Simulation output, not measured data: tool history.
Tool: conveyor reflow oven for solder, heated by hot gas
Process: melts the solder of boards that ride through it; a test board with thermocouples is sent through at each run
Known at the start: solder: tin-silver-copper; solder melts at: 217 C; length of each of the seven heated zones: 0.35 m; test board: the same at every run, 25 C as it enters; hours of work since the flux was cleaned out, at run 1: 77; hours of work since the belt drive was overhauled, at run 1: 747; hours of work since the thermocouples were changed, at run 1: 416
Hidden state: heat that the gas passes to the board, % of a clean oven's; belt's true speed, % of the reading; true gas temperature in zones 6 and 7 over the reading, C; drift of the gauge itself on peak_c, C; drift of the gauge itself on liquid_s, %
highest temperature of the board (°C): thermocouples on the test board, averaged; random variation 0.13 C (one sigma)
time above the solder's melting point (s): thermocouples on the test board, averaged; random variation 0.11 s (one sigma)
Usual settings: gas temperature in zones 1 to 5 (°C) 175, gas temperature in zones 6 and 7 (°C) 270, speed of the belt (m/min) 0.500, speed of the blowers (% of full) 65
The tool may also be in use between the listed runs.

| run | hour | gas temperature in zones 1 to 5 (°C) | gas temperature in zones 6 and 7 (°C) | speed of the belt (m/min) | speed of the blowers (% of full) | hours of work since the flux was cleaned out | hours of work since the belt drive was overhauled | hours of work since the thermocouples were changed | highest temperature of the board (°C) | time above the solder's melting point (s) |
|---|---|---|---|---|---|---|---|---|---|---|
| 1 | 0.0 | 175 | 270 | 0.500 | 65 | 77 | 747 | 416 | 254.3 | 65.5 |
| 2 | 17.9 | 175 | 270 | 0.500 | 65 | 84 | 754 | 423 | 254.3 | 65.7 |
| 3 | 54.6 | 175 | 270 | 0.500 | 65 | 99 | 769 | 438 | 254.1 | 65.7 |
| 4 | 92.3 | 175 | 270 | 0.500 | 65 | 115 | 784 | 454 | 253.9 | 65.6 |
| 5 | 119.9 | 175 | 270 | 0.500 | 65 | 126 | 796 | 465 | 254.0 | 65.4 |
| 6 | 143.1 | 175 | 270 | 0.500 | 65 | 135 | 805 | 474 | 254.1 | 65.3 |
| 7 | 182.4 | 175 | 270 | 0.500 | 65 | 151 | 821 | 490 | 253.8 | 65.3 |
| 8 | 216.5 | 175 | 270 | 0.500 | 65 | 165 | 835 | 504 | 253.9 | 65.3 |
|  | 231.5 | belt drive overhauled, speed set with a stopwatch |
| 9 | 254.7 | 175 | 270 | 0.500 | 65 | 179 | 9 | 518 | 253.1 | 63.5 |
| 10 | 296.0 | 175 | 270 | 0.500 | 65 | 196 | 26 | 535 | 253.0 | 63.4 |
| 11 | 321.9 | 175 | 270 | 0.500 | 65 | 207 | 37 | 546 | 253.0 | 63.2 |
| 12 | 353.5 | 175 | 266 | 0.492 | 65 | 220 | 50 | 558 | 250.1 | 62.3 |

Forecast run 13:
| 13 | 377.3 | 178 | 266 | 0.492 | 80 | 229 | 59 | 568 | ? | ? |

Run 13 gave highest temperature of the board (°C) 254.1, time above the solder's melting point (s) 67.7.
Without the tool's hidden state the same run would have given highest temperature of the board (°C) 255.1, time above the solder's melting point (s) 68.8.
